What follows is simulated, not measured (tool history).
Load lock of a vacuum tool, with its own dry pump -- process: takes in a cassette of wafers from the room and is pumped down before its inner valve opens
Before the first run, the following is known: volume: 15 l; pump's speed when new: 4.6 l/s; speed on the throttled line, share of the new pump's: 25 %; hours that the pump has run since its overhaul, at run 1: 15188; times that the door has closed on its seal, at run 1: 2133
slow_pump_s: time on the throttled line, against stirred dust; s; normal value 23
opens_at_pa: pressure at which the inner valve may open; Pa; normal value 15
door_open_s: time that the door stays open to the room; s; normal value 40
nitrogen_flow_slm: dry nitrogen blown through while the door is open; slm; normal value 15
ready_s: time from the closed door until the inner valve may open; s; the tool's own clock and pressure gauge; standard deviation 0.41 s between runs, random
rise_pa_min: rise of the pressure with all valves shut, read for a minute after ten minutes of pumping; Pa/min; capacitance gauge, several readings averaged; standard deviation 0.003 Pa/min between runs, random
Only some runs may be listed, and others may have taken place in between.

run,hour,slow_pump_s,opens_at_pa,door_open_s,nitrogen_flow_slm,hours that the pump has run since its overhaul,times that the door has closed on its seal,"incoming humidity of the room's air, %",ready_s,rise_pa_min
1,0.0,23,15,40,15,15188,2133,46.1,49.1,0.053
2,101.5,41,15,40,15,15289,2447,44.2,62.9,0.052
3,214.4,41,15,40,15,15402,2796,47.9,63.0,0.064
4,333.6,41,15,40,15,15521,3164,42.8,62.7,0.053
5,436.3,23,18,40,15,15624,3482,43.8,50.0,0.062
6,564.9,23,18,40,15,15753,3879,47.6,50.3,0.062
7,630.4,23,18,40,15,15818,4081,44.7,48.9,0.059
8,705.8,23,18,40,15,15894,4314,47.0,49.5,0.063
9,801.5,23,18,40,15,15989,4610,47.7,49.7,0.064
10,907.6,23,18,40,15,16095,4938,48.2,49.5,0.069
11,978.8,13,19,40,15,16167,5158,44.8,41.1,0.068
12,1093.9,23,26,35,9,16282,5514,45.1,48.5,0.072
13,1165.6,23,14,76,9,16353,5735,46.6,50.8,0.096
14,1295.0,42,21,181,9,16483,6135,43.7,62.0,0.131
15,1402.7,23,15,38,15,16590,6468,45.8,50.8,0.067
16,1500.6,23,15,37,39,16688,6770,44.6,50.4,0.054
17,1611.8,22,11,101,44,16800,7114,46.1,50.3,0.069
18,1720.3,12,25,40,5,16908,7449,46.4,40.1,0.087
# hour 1754.4: dry pump taken out, an overhauled one fitted
19,1843.3,17,15,57,43,89,7811,41.9,41.3,0.056
20,1904.0,14,15,86,15,150,7998,46.5,40.2,0.096

Consider 5 possible next runs. They are alternatives, not a sequence: every one starts from the tool as it was left by run 20. What does each give?
A,1974.1,23,15,35,33,220,8215,47.9,?,?
B,1974.1,19,16,86,30,220,8215,45.8,?,?
C,1974.1,36,12,40,15,220,8215,44.2,?,?
D,1974.1,23,29,46,27,220,8215,45.1,?,?
E,1974.1,29,11,33,15,220,8215,41.2,?,?

run,ready_s,rise_pa_min
A,46.6,0.062
B,43.5,0.076
C,57.6,0.073
D,44.0,0.072
E,52.8,0.070
What these runs would have given with no unlogged condition in the tool:
run,ready_s,rise_pa_min
A,46.2,0.039
B,43.2,0.051
C,57.3,0.050
D,43.7,0.048
E,52.5,0.046
